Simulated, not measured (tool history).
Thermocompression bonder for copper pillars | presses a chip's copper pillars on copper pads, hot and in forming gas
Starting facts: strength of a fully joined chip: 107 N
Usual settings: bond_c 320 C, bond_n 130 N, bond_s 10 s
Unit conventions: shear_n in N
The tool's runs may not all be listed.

run   hour  bond_c  bond_n  bond_s  shear_n
  1    0.0     320     130      10     45.3
  2   14.8     320     130      10     44.4
  3   21.6     301     130      10     36.0
  4   32.0     301     130      10     36.3
  5   42.5     320     130      10     45.3
  6   55.6     320     103      10     38.8
  7   62.0     316     103      10     36.3
  8   77.2     316     103      10     37.5
  9   87.6     316     103      10     36.3
 10   98.3     302     130      10     36.5
 11  113.0     332     130      10     49.9
 12  122.3     320     130      10     44.0
 13  137.0     320     130      10     42.7
 14  144.2     323     130      10     45.8
 15  152.5     313     130      10     39.0
 16  163.3     320     130      10     44.2
 17  178.0     320     130      10     42.8
 18  190.9     320     101      10     37.5
 19  197.8     320     101      10     38.5
 20  207.6     320     101      10     38.4
 21  218.5     320     136      10     44.9
     232.2  -- forming gas filter changed
 22  234.7     320     130       8     43.2
 23  248.7     339     130       8     50.3
 24  258.0     339     130       8     51.0
 25  264.7     330     149       7     46.7
 26  280.5     342     149      19     71.8
 27  290.7     345     108      16     60.8
 28  299.7     345     108      16     61.4
 29  314.1     294     179      10     40.3
 30  328.9     294     179      10     39.5
 31  335.9     306     153      14     47.6
 32  350.5     322     101      14     46.4
 33  358.5     322     101      14     44.8
 34  367.5     326     168      18     63.3
 35  378.6     326     168      18     65.3
 36  385.9     348     130      29     77.5
     397.1  -- heater calibrated with a thermocouple chip
 37  401.7     329     117      10     48.1
 38  411.3     329     182      11     62.3
 39  426.4     347     130      15     67.9
 40  440.4     347     130      15     67.2
 41  447.4     327     150      10     53.8

3 options for the next run, each taken on its own from the tool as it stands now. Forecast them:
  A  457.9     320     130       6        ?
  B  457.9     320      93      10        ?
  C  457.9     332     119      10        ?

run  shear_n
  A     39.3
  B     40.1
  C     51.3
With no hidden state in the tool, these same runs would have given:
run  shear_n
  A     40.0
  B     40.9
  C     52.3
